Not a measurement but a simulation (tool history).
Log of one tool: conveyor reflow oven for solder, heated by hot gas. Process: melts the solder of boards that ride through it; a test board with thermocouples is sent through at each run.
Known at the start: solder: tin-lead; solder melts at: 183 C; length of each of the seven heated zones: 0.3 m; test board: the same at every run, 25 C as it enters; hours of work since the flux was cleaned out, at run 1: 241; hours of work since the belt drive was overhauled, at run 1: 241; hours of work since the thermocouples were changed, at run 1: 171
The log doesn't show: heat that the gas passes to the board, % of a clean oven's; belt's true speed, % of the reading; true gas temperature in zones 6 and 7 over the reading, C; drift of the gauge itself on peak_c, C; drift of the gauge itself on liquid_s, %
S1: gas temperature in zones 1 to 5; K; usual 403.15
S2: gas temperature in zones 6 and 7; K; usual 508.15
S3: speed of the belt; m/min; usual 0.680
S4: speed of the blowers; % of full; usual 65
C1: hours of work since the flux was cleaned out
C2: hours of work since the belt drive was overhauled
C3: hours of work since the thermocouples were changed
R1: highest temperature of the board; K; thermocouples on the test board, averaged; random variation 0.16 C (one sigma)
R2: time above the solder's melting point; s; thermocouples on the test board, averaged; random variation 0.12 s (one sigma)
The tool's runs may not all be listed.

| run | hour | S1 | S2 | S3 | S4 | C1 | C2 | C3 | R1 | R2 |
|---|---|---|---|---|---|---|---|---|---|---|
| 1 | 0.0 | 403.15 | 508.15 | 0.680 | 65 | 241 | 241 | 171 | 483.15 | 32.4 |
| 2 | 61.5 | 403.15 | 508.15 | 0.680 | 65 | 277 | 277 | 207 | 483.05 | 32.3 |
|  | 89.2 | flux residue cleaned out of gas plates and filters |
| 3 | 159.6 | 403.15 | 508.15 | 0.635 | 65 | 41 | 330 | 261 | 488.75 | 39.3 |
| 4 | 208.5 | 403.15 | 508.15 | 0.635 | 65 | 69 | 359 | 289 | 488.35 | 39.0 |
| 5 | 280.4 | 403.15 | 508.15 | 0.680 | 65 | 111 | 400 | 331 | 485.25 | 34.3 |
| 6 | 332.6 | 403.15 | 508.15 | 0.680 | 79 | 141 | 431 | 361 | 488.45 | 36.5 |
| 7 | 412.4 | 403.15 | 508.15 | 0.783 | 65 | 187 | 477 | 407 | 478.75 | 24.9 |
| 8 | 481.5 | 403.15 | 508.15 | 0.783 | 65 | 227 | 517 | 447 | 478.35 | 24.4 |
| 9 | 553.8 | 403.15 | 508.15 | 0.680 | 62 | 269 | 559 | 489 | 483.25 | 32.4 |
|  | 593.7 | flux residue cleaned out of gas plates and filters |
| 10 | 625.0 | 403.15 | 508.15 | 0.638 | 65 | 18 | 597 | 528 | 489.65 | 39.8 |
| 11 | 709.2 | 397.15 | 522.15 | 0.680 | 65 | 67 | 646 | 576 | 496.95 | 39.9 |
| 12 | 756.6 | 399.15 | 508.15 | 0.680 | 65 | 94 | 673 | 604 | 485.65 | 33.5 |
|  | 769.3 | belt drive overhauled, speed set with a stopwatch |
| 13 | 816.1 | 403.15 | 501.15 | 0.569 | 65 | 127 | 27 | 636 | 486.65 | 43.2 |
| 14 | 864.2 | 411.15 | 501.15 | 0.569 | 65 | 154 | 55 | 664 | 487.55 | 46.3 |
| 15 | 902.0 | 411.15 | 501.15 | 0.569 | 65 | 176 | 77 | 686 | 487.45 | 46.1 |
| 16 | 968.5 | 403.15 | 511.15 | 0.680 | 54 | 215 | 115 | 724 | 484.65 | 33.5 |
| 17 | 1009.1 | 403.15 | 511.15 | 0.680 | 54 | 238 | 139 | 748 | 484.45 | 33.2 |
| 18 | 1059.6 | 403.15 | 511.15 | 0.680 | 54 | 268 | 168 | 777 | 484.35 | 33.2 |

Some steps in R1 between neighbouring runs. How much of each would the tool show without its hidden state too (settings, what came in, random variation), and how much is left for the hidden state, with any gauge scatter that isn't in both results?
Run 2 -> 3: S3 0.680 -> 0.635, flux residue cleaned out of gas plates and filters. R1 +5.70 K: hidden state +3.30, all else +2.40.
Run 11 -> 12: S1 397.15 -> 399.15, S2 522.15 -> 508.15. R1 -11.30 K: hidden state -0.30, all else -11.00.
